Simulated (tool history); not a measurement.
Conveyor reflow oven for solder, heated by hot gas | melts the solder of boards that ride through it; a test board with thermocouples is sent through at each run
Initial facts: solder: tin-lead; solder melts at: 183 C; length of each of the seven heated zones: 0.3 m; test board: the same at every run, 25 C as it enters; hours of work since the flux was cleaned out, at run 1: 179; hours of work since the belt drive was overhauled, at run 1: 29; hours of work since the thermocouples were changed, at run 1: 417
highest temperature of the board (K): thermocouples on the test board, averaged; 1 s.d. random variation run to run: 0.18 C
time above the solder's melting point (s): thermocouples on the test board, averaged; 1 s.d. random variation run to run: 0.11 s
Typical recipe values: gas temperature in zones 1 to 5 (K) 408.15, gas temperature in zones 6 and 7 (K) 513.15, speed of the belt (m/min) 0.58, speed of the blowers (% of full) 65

| run | hour | gas temperature in zones 1 to 5 (K) | gas temperature in zones 6 and 7 (K) | speed of the belt (m/min) | speed of the blowers (% of full) | hours of work since the flux was cleaned out | hours of work since the belt drive was overhauled | hours of work since the thermocouples were changed | highest temperature of the board (K) | time above the solder's melting point (s) |
|---|---|---|---|---|---|---|---|---|---|---|
| 1 | 0 | 408.15 | 513.15 | 0.58 | 65 | 179 | 29 | 417 | 495.35 | 48.9 |
| 2 | 6.1 | 408.15 | 502.15 | 0.58 | 65 | 184 | 33 | 422 | 485.95 | 43 |
| 3 | 14.1 | 408.15 | 502.15 | 0.58 | 65 | 190 | 40 | 428 | 485.95 | 42.9 |
| 4 | 20.5 | 408.15 | 502.15 | 0.58 | 65 | 195 | 44 | 433 | 486.05 | 42.7 |
| 5 | 29.5 | 408.15 | 502.15 | 0.58 | 65 | 202 | 51 | 439 | 485.85 | 42.8 |
| 6 | 34 | 408.15 | 513.15 | 0.58 | 84 | 205 | 55 | 443 | 498.55 | 50.5 |
| 7 | 43.5 | 408.15 | 513.15 | 0.55 | 84 | 212 | 62 | 450 | 499.75 | 54.2 |
| 8 | 52.6 | 408.15 | 527.15 | 0.55 | 84 | 219 | 69 | 457 | 512.65 | 59.6 |
|  | 57.4 | belt drive overhauled, speed set with a stopwatch |
| 9 | 63.5 | 408.15 | 513.15 | 0.58 | 65 | 224 | 5 | 462 | 495.05 | 48.5 |
| 10 | 70.1 | 408.15 | 513.15 | 0.58 | 65 | 230 | 10 | 467 | 495.35 | 48.6 |
| 11 | 79 | 408.15 | 513.15 | 0.58 | 65 | 236 | 17 | 474 | 495.45 | 48.5 |
| 12 | 85.4 | 408.15 | 513.15 | 0.58 | 65 | 241 | 21 | 479 | 495.05 | 48.6 |
| 13 | 90.9 | 408.15 | 513.15 | 0.58 | 65 | 245 | 26 | 483 | 494.95 | 48.6 |
|  | 98.6 | belt drive overhauled, speed set with a stopwatch, once more |
| 14 | 104.5 | 408.15 | 513.15 | 0.58 | 65 | 253 | 5 | 491 | 494.65 | 48.4 |
| 15 | 113.7 | 408.15 | 513.15 | 0.568 | 77 | 260 | 11 | 497 | 497.15 | 50.9 |
| 16 | 118.6 | 408.15 | 513.15 | 0.568 | 77 | 263 | 15 | 501 | 497.05 | 50.8 |
| 17 | 128.2 | 408.15 | 513.15 | 0.568 | 77 | 271 | 23 | 509 | 497.25 | 50.9 |
| 18 | 134.8 | 408.15 | 513.15 | 0.568 | 77 | 276 | 28 | 514 | 497.45 | 50.9 |
| 19 | 142.3 | 408.15 | 513.15 | 0.568 | 77 | 282 | 33 | 519 | 497.25 | 51 |
| 20 | 146.4 | 408.15 | 513.15 | 0.568 | 77 | 285 | 36 | 522 | 497.45 | 51.1 |
| 21 | 152.4 | 414.15 | 513.15 | 0.58 | 54 | 289 | 41 | 527 | 493.15 | 49.1 |
| 22 | 159.9 | 408.15 | 511.15 | 0.58 | 74 | 295 | 47 | 533 | 494.35 | 48 |
| 23 | 165 | 412.15 | 523.15 | 0.534 | 59 | 299 | 51 | 537 | 505.35 | 59.5 |
| 24 | 170.2 | 412.15 | 511.15 | 0.534 | 59 | 303 | 55 | 541 | 495.05 | 54 |
| 25 | 177.6 | 405.15 | 513.15 | 0.58 | 65 | 308 | 60 | 546 | 494.05 | 47 |
| 26 | 183.7 | 398.15 | 508.15 | 0.526 | 76 | 313 | 65 | 551 | 493.15 | 50.5 |
| 27 | 189 | 399.15 | 513.15 | 0.58 | 65 | 317 | 69 | 555 | 492.85 | 44.8 |

Consider 5 possible next runs. They are alternatives, not a sequence: every one starts from the tool as it was left by run 27. What does each give?
| A | 194.8 | 408.15 | 513.15 | 0.496 | 65 | 322 | 73 | 559 | ? | ? |
| B | 194.8 | 419.15 | 513.15 | 0.603 | 70 | 322 | 73 | 559 | ? | ? |
| C | 194.8 | 408.15 | 513.15 | 0.583 | 52 | 322 | 73 | 559 | ? | ? |
| D | 194.8 | 408.15 | 507.15 | 0.595 | 69 | 322 | 73 | 559 | ? | ? |
| E | 194.8 | 399.15 | 509.15 | 0.58 | 57 | 322 | 73 | 559 | ? | ? |

| run | highest temperature of the board (K) | time above the solder's melting point (s) |
|---|---|---|
| A | 498.95 | 60 |
| B | 495.85 | 49.9 |
| C | 491.15 | 45.6 |
| D | 488.75 | 43.5 |
| E | 487.35 | 41.1 |
What these runs would have given with no unlogged condition in the tool:
| run | highest temperature of the board (K) | time above the solder's melting point (s) |
|---|---|---|
| A | 501.85 | 61.7 |
| B | 499.05 | 51.5 |
| C | 494.25 | 47.6 |
| D | 491.95 | 45.8 |
| E | 490.55 | 43.6 |
